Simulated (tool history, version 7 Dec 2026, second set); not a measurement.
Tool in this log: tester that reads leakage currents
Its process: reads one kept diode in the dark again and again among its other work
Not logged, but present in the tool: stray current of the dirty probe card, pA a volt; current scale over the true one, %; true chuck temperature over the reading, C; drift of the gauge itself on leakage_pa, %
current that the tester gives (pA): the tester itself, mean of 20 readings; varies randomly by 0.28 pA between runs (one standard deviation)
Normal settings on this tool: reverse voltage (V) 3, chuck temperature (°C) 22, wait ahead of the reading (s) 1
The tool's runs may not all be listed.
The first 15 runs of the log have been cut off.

| run | hour | reverse voltage (V) | chuck temperature (°C) | wait ahead of the reading (s) | hours of work since the probe card was cleaned | hours of work since the tester was calibrated | hours of work since the chuck was calibrated | current that the tester gives (pA) |
|---|---|---|---|---|---|---|---|---|
| 16 | 1359.7 | 2.87 | 22 | 1 | 465 | 1934 | 542 | 91.02 |
| 17 | 1441.1 | 2.87 | 22 | 0.38 | 513 | 1983 | 590 | 90.95 |
| 18 | 1489.2 | 2.87 | 22 | 0.38 | 541 | 2011 | 618 | 90.04 |
| 19 | 1572.8 | 2.87 | 22 | 0.38 | 590 | 2060 | 668 | 90.52 |
| 20 | 1618 | 1.57 | 55 | 0.7 | 617 | 2087 | 694 | 1116.56 |
| 21 | 1716.2 | 3.59 | 38 | 1.84 | 675 | 2145 | 752 | 392.04 |
| 22 | 1766.3 | 3 | 22 | 0.77 | 705 | 2174 | 782 | 90.76 |
| 23 | 1854.4 | 3 | 25 | 1 | 757 | 2226 | 834 | 119.11 |
| 24 | 1947.6 | 8.82 | 52 | 0.51 | 812 | 2281 | 889 | 1622.82 |
| 25 | 2024.3 | 3 | 29 | 3.14 | 857 | 2327 | 934 | 170.12 |
| 26 | 2110.8 | 1.18 | 22 | 6.45 | 908 | 2378 | 985 | 65.14 |
| 27 | 2203.3 | 3 | 41 | 6.84 | 962 | 2432 | 1040 | 465.49 |
| 28 | 2265 | 3 | 41 | 6.84 | 999 | 2469 | 1076 | 464.34 |
| 29 | 2356.8 | 3 | 37 | 2 | 1053 | 2523 | 1130 | 333.92 |
| 30 | 2420 | 3 | 37 | 2 | 1090 | 2560 | 1168 | 332.52 |
| 31 | 2505.4 | 4.31 | 35 | 3.99 | 1141 | 2611 | 1218 | 317.74 |
|  | 2571.9 | chuck's temperature calibrated |
| 32 | 2597.8 | 9.91 | 39 | 0.48 | 1194 | 2664 | 15 | 642.58 |
| 33 | 2695.6 | 6.52 | 22 | 2.19 | 1252 | 2722 | 73 | 129.41 |
| 34 | 2763.8 | 6.52 | 22 | 2.19 | 1292 | 2762 | 113 | 128.93 |
| 35 | 2861.7 | 6.52 | 22 | 4.92 | 1350 | 2820 | 171 | 128.67 |
| 36 | 2943.1 | 6.52 | 22 | 4.92 | 1398 | 2868 | 219 | 128.85 |

Consider 3 possible next runs. They are alternatives, not a sequence: every one starts from the tool as it was left by run 36. What does each give?
| A | 3044.3 | 9.12 | 44 | 0.64 | 1458 | 2927 | 279 | ? |
| B | 3044.3 | 6.52 | 46 | 7.91 | 1458 | 2927 | 279 | ? |
| C | 3044.3 | 5.48 | 51 | 1.38 | 1458 | 2927 | 279 | ? |

| run | current that the tester gives (pA) |
|---|---|
| A | 924.07 |
| B | 959.93 |
| C | 1325.18 |
Had the tool no hidden state, the same runs would have come out as:
| run | current that the tester gives (pA) |
|---|---|
| A | 902.27 |
| B | 939.29 |
| C | 1299.01 |
